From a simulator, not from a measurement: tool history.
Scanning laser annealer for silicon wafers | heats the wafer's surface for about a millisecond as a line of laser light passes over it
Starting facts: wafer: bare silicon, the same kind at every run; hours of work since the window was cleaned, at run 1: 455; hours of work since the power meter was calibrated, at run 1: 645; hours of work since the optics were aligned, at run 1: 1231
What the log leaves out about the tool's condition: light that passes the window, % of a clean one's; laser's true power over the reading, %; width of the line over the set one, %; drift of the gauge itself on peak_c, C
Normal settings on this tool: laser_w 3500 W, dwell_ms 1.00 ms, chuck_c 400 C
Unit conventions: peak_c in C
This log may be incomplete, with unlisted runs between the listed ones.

run   hour  laser_w  dwell_ms  chuck_c  hours of work since the window was cleaned  hours of work since the power meter was calibrated  hours of work since the optics were aligned  peak_c
  1    0.0     3500      1.00      400                                         455                                                 645                                         1231    1101
  2   16.4     3500      1.00      400                                         468                                                 658                                         1244    1099
  3   49.0     3500      0.89      400                                         492                                                 682                                         1268    1063
  4   82.2     3500      1.00      400                                         517                                                 707                                         1293    1095
  5  114.8     3500      1.00      400                                         541                                                 731                                         1317    1097
  6  145.7     3500      1.00      400                                         564                                                 754                                         1340    1097
  7  174.2     3500      1.03      400                                         585                                                 776                                         1361    1105
  8  206.8     3500      1.00      378                                         610                                                 800                                         1386    1074
     244.4  -- optics aligned, line set to its width
  9  244.8     3500      1.00      378                                         634                                                 825                                            0    1080
 10  259.9     3500      1.00      378                                         646                                                 836                                           12    1081
 11  275.1     3500      1.13      378                                         657                                                 847                                           23    1123
 12  297.3     3500      1.13      378                                         674                                                 864                                           40    1122
 13  329.2     3500      1.13      378                                         697                                                 888                                           63    1117
     335.8  -- window over the wafer cleaned
 14  349.8     3500      1.13      378                                          10                                                 902                                           77    1145
 15  369.3     3274      1.07      374                                          25                                                 916                                           92    1053
 16  400.2     3500      1.00      421                                          48                                                 939                                          115    1145
 17  415.8     3500      1.00      421                                          60                                                 951                                          127    1142
 18  444.8     3142      0.72      361                                          81                                                 973                                          148     901
 19  466.4     3142      0.72      361                                          98                                                 989                                          164     904
 20  493.8     3142      1.12      394                                         118                                                1009                                          185    1050

Hidden condition of the tool, last listed run before each entry between runs versus first listed run after:
In the gap between runs 8 and 9: optics aligned, line set to its width (hour 244.4)
  light that passes the window, % of a clean one's: 97.7 -> 97.62; laser's true power over the reading, %: 0.09 -> 0.1; width of the line over the set one, %: 1.51 -> 0.01
  measured minus no-state result, peak_c: -31 -> -23 C
In the gap between runs 13 and 14: window over the wafer cleaned (hour 335.8)
  light that passes the window, % of a clean one's: 97.42 -> 99.83; laser's true power over the reading, %: 0.12 -> 0.13; width of the line over the set one, %: 0.07 -> 0.08
  measured minus no-state result, peak_c: -26 -> -1 C
